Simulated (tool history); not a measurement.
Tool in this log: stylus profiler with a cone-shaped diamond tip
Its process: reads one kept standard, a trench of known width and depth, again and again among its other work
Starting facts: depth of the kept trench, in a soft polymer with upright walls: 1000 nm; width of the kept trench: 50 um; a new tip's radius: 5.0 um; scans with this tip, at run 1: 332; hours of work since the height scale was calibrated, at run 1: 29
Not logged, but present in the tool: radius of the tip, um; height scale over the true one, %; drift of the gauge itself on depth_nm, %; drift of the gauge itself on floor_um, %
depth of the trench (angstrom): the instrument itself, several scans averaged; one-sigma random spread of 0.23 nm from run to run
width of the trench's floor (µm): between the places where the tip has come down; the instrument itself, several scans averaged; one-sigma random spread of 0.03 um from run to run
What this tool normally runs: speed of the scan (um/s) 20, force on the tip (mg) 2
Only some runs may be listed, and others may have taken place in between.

run	hour	speed of the scan (um/s)	force on the tip (mg)	scans with this tip	hours of work since the height scale was calibrated	depth of the trench (angstrom)	width of the trench's floor (µm)
1	0	20	2	332	29	10128.7	43.94
2	105.9	20	2	1052	91	10131.5	43.96
3	152.8	20	2	1371	118	10127.2	43.88
4	267.1	20	2	2149	186	10128.6	43.89
5	332.3	20	2	2591	224	10130.5	43.92
6	411.5	20	0.68	3131	270	10063.8	43.86
7	465.8	20	0.68	3499	302	10065.8	43.9
8	574.7	20	0.68	4240	366	10064.1	43.88
9	684.7	20	0.68	4988	431	10067.8	43.9
10	758.2	20	0.68	5488	474	10063.7	43.92
11	805.6	20	2	5810	502	10132.5	43.9
12	895.7	20	2	6423	555	10134.4	43.9
13	953.2	20	2	6814	589	10130.8	43.87
14	1056.1	20	2	7513	649	10130.5	43.84
15	1121.5	20	2	7958	688	10132.8	43.93
16	1189.1	20	2	8418	727	10130.7	43.95
17	1278.5	37	2	9026	780	10129.7	43.87
18	1336.4	20	2	9419	814	10133	43.93
19	1401.7	20	2	9863	852	10127.4	43.87
20	1487.4	20	2	10446	902	10132.1	43.93
21	1591.8	12	2	11156	964	10132.7	44
22	1703.8	12	2	11917	1030	10129.6	43.9
# hour 1776.3: new tip fitted, height scale calibrated
23	1798.7	12	2	152	13	10129.2	44

Run 24 comes next. What will it give?
24	1909.4	12	2	905	78	?	?

Run 24 yielded depth of the trench (angstrom) 10126.1, width of the trench's floor (µm) 43.98.
With the hidden condition absent and the run-to-run variation left alone, this run would have shown depth of the trench (angstrom) 10126.1, width of the trench's floor (µm) 43.99.

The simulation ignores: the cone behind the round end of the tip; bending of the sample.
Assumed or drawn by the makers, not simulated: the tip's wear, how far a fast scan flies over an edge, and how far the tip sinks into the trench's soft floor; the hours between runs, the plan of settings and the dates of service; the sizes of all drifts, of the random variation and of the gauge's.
